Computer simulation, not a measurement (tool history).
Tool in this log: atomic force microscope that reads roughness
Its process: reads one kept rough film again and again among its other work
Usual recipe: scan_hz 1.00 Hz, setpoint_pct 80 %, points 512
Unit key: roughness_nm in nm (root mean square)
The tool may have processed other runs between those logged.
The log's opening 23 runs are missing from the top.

run,hour,scan_hz,setpoint_pct,points,pictures with this tip,hours of work since the height scale was calibrated,roughness_nm
24,509.2,1.00,56,512,36,19,2.032
25,530.6,1.00,70,273,65,30,1.945
26,559.9,1.00,70,273,105,44,1.934
# hour 572.6: new tip fitted
27,583.1,1.88,70,738,14,55,1.962
28,604.2,1.00,60,512,43,65,1.993
29,629.5,1.00,60,512,77,77,1.972
30,655.7,0.72,72,755,113,89,1.921
# hour 664.2: new tip fitted
31,676.2,1.94,80,512,17,99,1.911
32,695.7,2.04,57,512,43,108,1.980
33,710.3,1.09,57,612,63,115,1.976
34,727.6,1.09,82,274,87,123,1.889
35,743.4,1.16,71,320,109,131,1.905
# hour 754.6: new tip fitted
36,760.8,1.00,80,484,9,139,1.975
37,787.3,0.58,74,404,45,152,1.998
38,812.7,0.58,74,404,80,164,1.955
39,837.5,0.94,66,275,114,176,1.939
# hour 845.0: new tip fitted
40,851.7,3.86,57,512,9,182,1.985
41,873.5,3.86,57,512,39,193,1.966
42,895.0,3.86,56,512,69,203,1.926
43,919.4,3.86,56,512,102,215,1.917
# hour 935.8: new tip fitted
44,947.2,3.86,56,512,15,228,1.980
45,965.7,0.98,84,512,41,236,1.934
46,996.9,0.98,84,512,83,251,1.889
47,1010.2,0.98,84,718,102,258,1.877

Predict each of these 5 candidate next runs independently; none follows another, all start after run 47:
# hour 1026.9: new tip fitted
A,1036.4,0.64,63,342,13,270,?
# hour 1026.9: new tip fitted
B,1036.4,1.00,80,601,13,270,?
# hour 1026.9: new tip fitted
C,1036.4,0.98,84,286,13,270,?
# hour 1026.9: new tip fitted
D,1036.4,1.00,80,320,13,270,?
# hour 1026.9: new tip fitted
E,1036.4,1.00,80,387,13,270,?

run,roughness_nm
A,2.044
B,1.986
C,1.961
D,1.976
E,1.977
With the hidden condition removed and each run's random variation left untouched, the same runs would have given:
run,roughness_nm
A,2.061
B,2.002
C,1.977
D,1.993
E,1.994
